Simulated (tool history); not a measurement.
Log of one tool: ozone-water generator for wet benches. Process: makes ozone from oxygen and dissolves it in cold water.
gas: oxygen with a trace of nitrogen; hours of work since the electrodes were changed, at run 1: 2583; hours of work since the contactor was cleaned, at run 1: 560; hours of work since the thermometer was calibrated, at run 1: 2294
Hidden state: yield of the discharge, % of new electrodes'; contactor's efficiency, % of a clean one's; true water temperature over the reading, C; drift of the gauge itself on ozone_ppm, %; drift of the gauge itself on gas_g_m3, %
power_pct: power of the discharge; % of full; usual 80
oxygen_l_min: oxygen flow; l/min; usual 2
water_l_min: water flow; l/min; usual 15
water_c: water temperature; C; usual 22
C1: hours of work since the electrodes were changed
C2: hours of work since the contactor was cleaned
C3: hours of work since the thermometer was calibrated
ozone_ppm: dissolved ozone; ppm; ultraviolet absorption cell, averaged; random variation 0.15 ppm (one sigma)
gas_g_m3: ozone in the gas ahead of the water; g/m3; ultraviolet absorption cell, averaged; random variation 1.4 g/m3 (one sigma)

Run 1, day 0: usual settings; C1 2583; C2 560; C3 2294. Result: ozone_ppm 16.5 ppm, gas_g_m3 249 g/m3.
Run 2, day 4.446: usual settings; C1 2662; C2 639; C3 2372. Result: ozone_ppm 16.6 ppm, gas_g_m3 248.1 g/m3.
Run 3, day 8.6: usual settings; C1 2735; C2 712; C3 2445. Result: ozone_ppm 16.7 ppm, gas_g_m3 243.1 g/m3.
Run 4, day 10.421: usual settings; C1 2767; C2 744; C3 2477. Result: ozone_ppm 16.7 ppm, gas_g_m3 247.7 g/m3.
Run 5, day 14.421: usual settings; C1 2837; C2 814; C3 2547. Result: ozone_ppm 16.3 ppm, gas_g_m3 247.3 g/m3.
Run 6, day 17.417: usual settings; C1 2890; C2 867; C3 2600. Result: ozone_ppm 16.9 ppm, gas_g_m3 248.8 g/m3.
Run 7, day 19.888: usual settings; C1 2933; C2 911; C3 2644. Result: ozone_ppm 16.8 ppm, gas_g_m3 245 g/m3.
Run 8, day 24.312: usual settings; C1 3011; C2 988; C3 2721. Result: ozone_ppm 17 ppm, gas_g_m3 246.2 g/m3.
Run 9, day 27.275: usual settings but oxygen_l_min 3.07 l/min; C1 3063; C2 1041; C3 2774. Result: ozone_ppm 16.5 ppm, gas_g_m3 185 g/m3.
At day 28.362: water thermometer calibrated.
Run 10, day 30.846: usual settings but oxygen_l_min 3.07 l/min; C1 3126; C2 1103; C3 44. Result: ozone_ppm 16.4 ppm, gas_g_m3 183.6 g/m3.
Run 11, day 32.992: usual settings but oxygen_l_min 3.07 l/min; C1 3164; C2 1141; C3 81. Result: ozone_ppm 16.3 ppm, gas_g_m3 183.5 g/m3.
Run 12, day 35.662: usual settings but water_l_min 12 l/min; C1 3211; C2 1188; C3 128. Result: ozone_ppm 20.5 ppm, gas_g_m3 246.3 g/m3.
Run 13, day 38.3: usual settings but water_l_min 12 l/min; C1 3257; C2 1234; C3 175. Result: ozone_ppm 20.2 ppm, gas_g_m3 244.4 g/m3.
Run 14, day 41.071: usual settings but water_l_min 12 l/min; C1 3306; C2 1283; C3 224. Result: ozone_ppm 20.3 ppm, gas_g_m3 247 g/m3.
Run 15, day 44.854: usual settings but water_l_min 12 l/min; C1 3373; C2 1350; C3 290. Result: ozone_ppm 20.2 ppm, gas_g_m3 242.3 g/m3.
Run 16, day 48.683: usual settings; C1 3440; C2 1417; C3 358. Result: ozone_ppm 16.6 ppm, gas_g_m3 242.5 g/m3.
Run 17, day 52.208: usual settings; C1 3502; C2 1479; C3 420. Result: ozone_ppm 16.4 ppm, gas_g_m3 240.1 g/m3.
Run 18, day 55.638: usual settings but oxygen_l_min 1.76 l/min; C1 3562; C2 1539; C3 480. Result: ozone_ppm 16 ppm, gas_g_m3 261 g/m3.
At day 56.088: contactor cleaned.
Run 19, day 57.996: usual settings but power_pct 43 % of full, oxygen_l_min 2.25 l/min; C1 3601; C2 34; C3 519. Result: ozone_ppm 11.9 ppm, gas_g_m3 161.7 g/m3.
Run 20, day 61.838: usual settings but power_pct 72 % of full, oxygen_l_min 1.83 l/min, water_l_min 20 l/min; C1 3668; C2 101; C3 586. Result: ozone_ppm 11.4 ppm, gas_g_m3 243.4 g/m3.
At day 63.358: contactor cleaned, once more.
Run 21, day 65.029: usual settings but water_l_min 18 l/min, water_c 25 C; C1 3722; C2 29; C3 639. Result: ozone_ppm 13.2 ppm, gas_g_m3 241 g/m3.
Run 22, day 69.346: usual settings but water_l_min 12 l/min, water_c 16 C; C1 3798; C2 105; C3 715. Result: ozone_ppm 21.8 ppm, gas_g_m3 242.7 g/m3.
Run 23, day 72.8: usual settings but oxygen_l_min 1.86 l/min, water_l_min 10 l/min, water_c 16 C; C1 3859; C2 166; C3 776. Result: ozone_ppm 25.7 ppm, gas_g_m3 253.8 g/m3.
Run 24, day 75.1: usual settings but power_pct 91 % of full, oxygen_l_min 2.59 l/min; C1 3899; C2 207; C3 817. Result: ozone_ppm 17.5 ppm, gas_g_m3 219.5 g/m3.
Run 25, day 78.696: usual settings but water_l_min 10 l/min; C1 3962; C2 270; C3 880. Result: ozone_ppm 23.5 ppm, gas_g_m3 241.1 g/m3.
Run 26, day 81.954: usual settings but power_pct 43 % of full, oxygen_l_min 3.1 l/min; C1 4020; C2 327; C3 937. Result: ozone_ppm 11.6 ppm, gas_g_m3 129.9 g/m3.
Run 27, day 86.158: usual settings but power_pct 43 % of full, oxygen_l_min 3.1 l/min; C1 4094; C2 401; C3 1011. Result: ozone_ppm 11.6 ppm, gas_g_m3 129.2 g/m3.
Run 28, day 90.558: usual settings but oxygen_l_min 2.56 l/min, water_l_min 23 l/min; C1 4171; C2 479; C3 1089. Result: ozone_ppm 10.4 ppm, gas_g_m3 204.7 g/m3.
Run 29, day 93.571: usual settings but water_l_min 19 l/min; C1 4224; C2 532; C3 1142. Result: ozone_ppm 13.2 ppm, gas_g_m3 240.9 g/m3.
Run 30, day 96.9: usual settings but water_l_min 19 l/min; C1 4283; C2 590; C3 1200. Result: ozone_ppm 12.7 ppm, gas_g_m3 241.8 g/m3.
Run 31, day 100.796: usual settings but power_pct 53 % of full, oxygen_l_min 2.29 l/min, water_l_min 19 l/min, water_c 18 C; C1 4351; C2 659; C3 1269. Result: ozone_ppm 10.8 ppm, gas_g_m3 177.4 g/m3.
Run 32, day 105.062: usual settings but power_pct 65 % of full, oxygen_l_min 1.84 l/min, water_c 19 C; C1 4426; C2 734; C3 1344. Result: ozone_ppm 15 ppm, gas_g_m3 228 g/m3.
Run 33, day 109.117: usual settings but oxygen_l_min 3.5 l/min, water_l_min 19 l/min; C1 4498; C2 805; C3 1415. Result: ozone_ppm 13 ppm, gas_g_m3 165.9 g/m3.
Run 34, day 111.412: usual settings but power_pct 48 % of full; C1 4538; C2 846; C3 1456. Result: ozone_ppm 12.5 ppm, gas_g_m3 181 g/m3.

Hidden state at the last listed run before each entry between runs and at the first one after, where it differs:
Between runs 9 and 10: water thermometer calibrated (day 28.362)
  yield of the discharge, % of new electrodes': 94.6 -> 94.5; true water temperature over the reading, C: 0.22 -> -0.01
  measured less the result without the state, ozone_ppm: -1.2 -> -1.2 ppm; gas_g_m3: -11.2 -> -11.4 g/m3
Between runs 18 and 19: contactor cleaned (day 56.088)
  yield of the discharge, % of new electrodes': 93.8 -> 93.7; contactor's efficiency, % of a clean one's: 97.4 -> 96.4
  measured less the result without the state, ozone_ppm: -1.4 -> -0.8 ppm; gas_g_m3: -18.6 -> -7.9 g/m3
Between runs 20 and 21: contactor cleaned, once more (day 63.358)
  yield of the discharge, % of new electrodes': 93.6 -> 93.5; contactor's efficiency, % of a clean one's: 96.3 -> 99.7
  measured less the result without the state, ozone_ppm: -1.1 -> -1.1 ppm; gas_g_m3: -16.8 -> -17.9 g/m3
